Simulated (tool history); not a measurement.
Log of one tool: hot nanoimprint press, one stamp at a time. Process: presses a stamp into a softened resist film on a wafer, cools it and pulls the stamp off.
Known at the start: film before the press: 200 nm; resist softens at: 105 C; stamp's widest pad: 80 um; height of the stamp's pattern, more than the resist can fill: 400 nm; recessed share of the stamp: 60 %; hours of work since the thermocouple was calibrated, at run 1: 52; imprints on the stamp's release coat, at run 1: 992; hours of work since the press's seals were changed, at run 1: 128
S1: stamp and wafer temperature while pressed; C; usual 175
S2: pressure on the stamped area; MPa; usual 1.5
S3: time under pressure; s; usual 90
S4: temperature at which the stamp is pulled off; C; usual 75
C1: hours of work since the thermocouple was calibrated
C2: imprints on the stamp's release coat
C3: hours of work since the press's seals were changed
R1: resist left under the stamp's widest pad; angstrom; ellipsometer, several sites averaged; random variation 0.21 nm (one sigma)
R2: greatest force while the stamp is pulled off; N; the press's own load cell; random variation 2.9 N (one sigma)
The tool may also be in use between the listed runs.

| run | hour | S1 | S2 | S3 | S4 | C1 | C2 | C3 | R1 | R2 |
|---|---|---|---|---|---|---|---|---|---|---|
| 1 | 0 | 175 | 1.5 | 90 | 75 | 52 | 992 | 128 | 710 | 136 |
| 2 | 11 | 175 | 1.5 | 90 | 75 | 60 | 1050 | 136 | 712 | 141 |
| 3 | 19.8 | 175 | 1.5 | 90 | 70 | 66 | 1097 | 142 | 709 | 161 |
|  | 35.6 | stamp cleaned and given a new release coat |
| 4 | 37.1 | 175 | 1.5 | 90 | 75 | 74 | 8 | 150 | 710 | 139 |
| 5 | 48.3 | 175 | 1.5 | 90 | 75 | 82 | 66 | 158 | 707 | 134 |
| 6 | 59.3 | 175 | 1.5 | 90 | 75 | 89 | 125 | 165 | 705 | 141 |
| 7 | 70.2 | 175 | 1.5 | 90 | 75 | 97 | 183 | 173 | 703 | 139 |
| 8 | 81.4 | 168 | 1.5 | 90 | 75 | 105 | 242 | 181 | 901 | 140 |
| 9 | 88.9 | 168 | 1.5 | 90 | 75 | 110 | 281 | 186 | 893 | 139 |
| 10 | 97.9 | 173 | 1.5 | 90 | 75 | 117 | 329 | 193 | 757 | 133 |
| 11 | 108.4 | 178 | 1.5 | 90 | 75 | 124 | 384 | 200 | 634 | 141 |
| 12 | 117.6 | 178 | 1.5 | 90 | 75 | 131 | 433 | 207 | 633 | 143 |
| 13 | 125.5 | 175 | 1.5 | 141 | 75 | 136 | 475 | 212 | 582 | 135 |
| 14 | 136.8 | 164 | 1.5 | 90 | 75 | 144 | 535 | 220 | 1027 | 140 |
| 15 | 146.4 | 175 | 1.5 | 90 | 75 | 151 | 586 | 227 | 701 | 137 |
| 16 | 155.3 | 175 | 1.5 | 63 | 75 | 157 | 632 | 233 | 807 | 143 |
| 17 | 161 | 178 | 1.71 | 63 | 75 | 161 | 663 | 237 | 691 | 139 |
| 18 | 168.3 | 178 | 1.71 | 63 | 75 | 166 | 701 | 242 | 687 | 138 |
| 19 | 175.9 | 178 | 1.71 | 63 | 66 | 172 | 742 | 248 | 686 | 177 |
| 20 | 189.5 | 178 | 1.57 | 63 | 75 | 181 | 813 | 257 | 717 | 139 |
| 21 | 199.6 | 177 | 1.3 | 67 | 75 | 189 | 867 | 265 | 784 | 137 |
| 22 | 211.5 | 172 | 1.17 | 64 | 75 | 197 | 930 | 273 | 975 | 136 |
| 23 | 217.4 | 175 | 1.5 | 90 | 74 | 201 | 961 | 277 | 694 | 141 |
| 24 | 226.8 | 177 | 1.5 | 76 | 74 | 208 | 1011 | 284 | 697 | 143 |
| 25 | 240.5 | 175 | 1.51 | 68 | 80 | 217 | 1083 | 293 | 774 | 122 |
| 26 | 250.9 | 175 | 1.51 | 68 | 80 | 225 | 1138 | 301 | 770 | 120 |
|  | 258.9 | stamp cleaned and given a new release coat |
|  | 259.6 | gauge calibrated |
| 27 | 265.3 | 186 | 1.22 | 68 | 80 | 231 | 34 | 307 | 627 | 125 |
| 28 | 276.2 | 184 | 1.6 | 90 | 63 | 238 | 92 | 314 | 512 | 171 |
| 29 | 285.2 | 175 | 0.98 | 90 | 71 | 245 | 139 | 321 | 866 | 153 |
| 30 | 292.3 | 170 | 0.98 | 90 | 71 | 250 | 176 | 326 | 1019 | 156 |

Measured less the same run without the tool's hidden state. The same run-to-run variation is in both; the gauge's scatter may not be:
The hidden state here: true temperature over the reading, C; pressure that arrives at the usual setting, %; grip of the stamp's worn release coat, % over a new coat's; drift of the gauge itself on residual_nm, %; drift of the gauge itself on pull_off_n, %.
| run | R1 |
|---|---|
| 1 | -1 |
| 2 | -1 |
| 3 | -1 |
| 4 | -2 |
| 5 | -4 |
| 6 | -4 |
| 7 | -6 |
| 8 | -8 |
| 9 | -9 |
| 10 | -9 |
| 11 | -7 |
| 12 | -9 |
| 13 | -9 |
| 14 | -16 |
| 15 | -12 |
| 16 | -14 |
| 17 | -13 |
| 18 | -13 |
| 19 | -14 |
| 20 | -15 |
| 21 | -18 |
| 22 | -24 |
| 23 | -17 |
| 24 | -18 |
| 25 | -22 |
| 26 | -23 |
| 27 | -1 |
| 28 | -1 |
| 29 | -3 |
| 30 | -5 |
R2: within 1 N of the measured result in every run.
